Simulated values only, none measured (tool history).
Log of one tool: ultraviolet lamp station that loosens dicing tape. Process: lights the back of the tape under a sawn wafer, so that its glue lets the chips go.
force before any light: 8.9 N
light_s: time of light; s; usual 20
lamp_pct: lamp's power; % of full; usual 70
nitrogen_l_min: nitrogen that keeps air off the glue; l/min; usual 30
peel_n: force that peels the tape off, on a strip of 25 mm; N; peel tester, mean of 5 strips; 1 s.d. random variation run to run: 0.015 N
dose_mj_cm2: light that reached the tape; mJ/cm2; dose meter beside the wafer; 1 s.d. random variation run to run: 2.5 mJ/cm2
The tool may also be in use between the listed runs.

| run | hour | light_s | lamp_pct | nitrogen_l_min | peel_n | dose_mj_cm2 |
|---|---|---|---|---|---|---|
| 1 | 0 | 20 | 70 | 30 | 0.707 | 315 |
|  | 26.2 | window cleaned of glue's vapour |
| 2 | 33.2 | 20 | 70 | 16 | 1.078 | 314 |
| 3 | 72.1 | 20 | 70 | 16 | 1.11 | 312 |
| 4 | 108.1 | 20 | 70 | 30 | 0.707 | 315 |
| 5 | 129.9 | 20 | 70 | 30 | 0.697 | 321 |
| 6 | 150.8 | 20 | 70 | 30 | 0.684 | 312 |
| 7 | 195.6 | 20 | 70 | 30 | 0.684 | 313 |
| 8 | 228.9 | 20 | 70 | 30 | 0.673 | 316 |
| 9 | 273.8 | 20 | 70 | 30 | 0.691 | 314 |
| 10 | 314.6 | 20 | 70 | 30 | 0.709 | 314 |
| 11 | 347.2 | 20 | 70 | 30 | 0.684 | 314 |
| 12 | 374.2 | 20 | 70 | 30 | 0.698 | 317 |
| 13 | 396 | 20 | 70 | 30 | 0.674 | 312 |
|  | 410.9 | window cleaned of glue's vapour |
| 14 | 428.6 | 20 | 70 | 30 | 0.692 | 314 |
| 15 | 448.6 | 20 | 70 | 30 | 0.683 | 315 |
| 16 | 473.5 | 20 | 70 | 30 | 0.655 | 313 |
| 17 | 493.1 | 20 | 70 | 25 | 0.786 | 314 |
| 18 | 530 | 20 | 70 | 25 | 0.757 | 315 |
| 19 | 555.4 | 11 | 82 | 48 | 1.136 | 200 |
| 20 | 588.9 | 11 | 64 | 40 | 1.909 | 156 |
| 21 | 614.1 | 20 | 69 | 22 | 0.873 | 308 |
| 22 | 657.2 | 20 | 69 | 22 | 0.872 | 306 |
| 23 | 682.4 | 13 | 69 | 22 | 1.831 | 198 |
| 24 | 708 | 14 | 83 | 30 | 0.976 | 260 |
| 25 | 727.2 | 33 | 63 | 14 | 0.544 | 465 |
| 26 | 760.9 | 20 | 81 | 34 | 0.494 | 365 |
|  | 794.9 | window cleaned of glue's vapour |
| 27 | 795.4 | 20 | 81 | 34 | 0.467 | 359 |
| 28 | 814.9 | 33 | 96 | 10 | 0.347 | 707 |
| 29 | 859.3 | 20 | 78 | 30 | 0.551 | 348 |

The next listed run, before its measurement:
| 30 | 881.8 | 14 | 69 | 30 | ? | ? |

peel_n: 1.39 N
dose_mj_cm2: 217 mJ/cm2
On a tool with no hidden condition, and with the same random variation, this run would have come out at peel_n 1.386 N, dose_mj_cm2 217 mJ/cm2.
